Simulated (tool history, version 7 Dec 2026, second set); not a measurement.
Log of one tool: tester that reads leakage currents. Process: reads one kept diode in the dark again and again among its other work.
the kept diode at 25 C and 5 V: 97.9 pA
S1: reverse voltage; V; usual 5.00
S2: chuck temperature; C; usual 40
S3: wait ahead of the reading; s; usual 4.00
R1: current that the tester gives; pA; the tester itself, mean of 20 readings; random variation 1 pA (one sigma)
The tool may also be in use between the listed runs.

run 1 day=0.000 | S1=5.00 S2=40 S3=4.00 | R1=327.14
run 2 day=2.500 | S1=5.00 S2=40 S3=4.00 | R1=325.67
run 3 day=4.292 | S1=5.00 S2=40 S3=4.00 | R1=325.88
run 4 day=7.612 | S1=5.00 S2=40 S3=4.00 | R1=324.95
run 5 day=9.912 | S1=5.00 S2=40 S3=4.00 | R1=323.13
run 6 day=13.346 | S1=5.00 S2=40 S3=4.00 | R1=320.97
run 7 day=16.329 | S1=5.00 S2=40 S3=4.00 | R1=322.51
run 8 day=18.825 | S1=5.00 S2=40 S3=4.00 | R1=321.75
run 9 day=21.704 | S1=5.00 S2=40 S3=4.00 | R1=319.71
run 10 day=23.538 | S1=5.00 S2=40 S3=3.20 | R1=320.01
run 11 day=25.746 | S1=5.00 S2=40 S3=3.20 | R1=318.84
run 12 day=29.575 | S1=5.00 S2=40 S3=3.20 | R1=316.75
-- day=29.988 tester calibrated
run 13 day=32.442 | S1=1.89 S2=53 S3=0.40 | R1=603.39
run 14 day=35.954 | S1=10.90 S2=37 S3=2.79 | R1=337.07
run 15 day=39.200 | S1=2.64 S2=20 S3=5.71 | R1=45.55
run 16 day=42.254 | S1=2.64 S2=20 S3=5.71 | R1=45.48
run 17 day=45.588 | S1=2.64 S2=20 S3=5.71 | R1=45.52
run 18 day=48.954 | S1=2.64 S2=20 S3=5.71 | R1=45.19
-- day=51.912 tester calibrated, once more
run 19 day=51.912 | S1=7.30 S2=20 S3=0.62 | R1=70.53
run 20 day=55.258 | S1=7.30 S2=20 S3=0.62 | R1=70.18
run 21 day=58.496 | S1=8.71 S2=21 S3=0.48 | R1=83.60

Forecast each of these 4 alternatives for the next run:
run A day=61.750 | S1=1.17 S2=28 S3=0.86 | R1=?
run B day=61.750 | S1=5.00 S2=37 S3=1.11 | R1=?
run C day=61.750 | S1=5.06 S2=35 S3=1.83 | R1=?
run D day=61.750 | S1=5.00 S2=40 S3=2.43 | R1=?

run=A R1=64.64
run=B R1=238.29
run=C R1=204.62
run=D R1=301.84
Without the tool's hidden state the same runs would have given:
run=A R1=74.56
run=B R1=271.84
run=C R1=233.29
run=D R1=344.64

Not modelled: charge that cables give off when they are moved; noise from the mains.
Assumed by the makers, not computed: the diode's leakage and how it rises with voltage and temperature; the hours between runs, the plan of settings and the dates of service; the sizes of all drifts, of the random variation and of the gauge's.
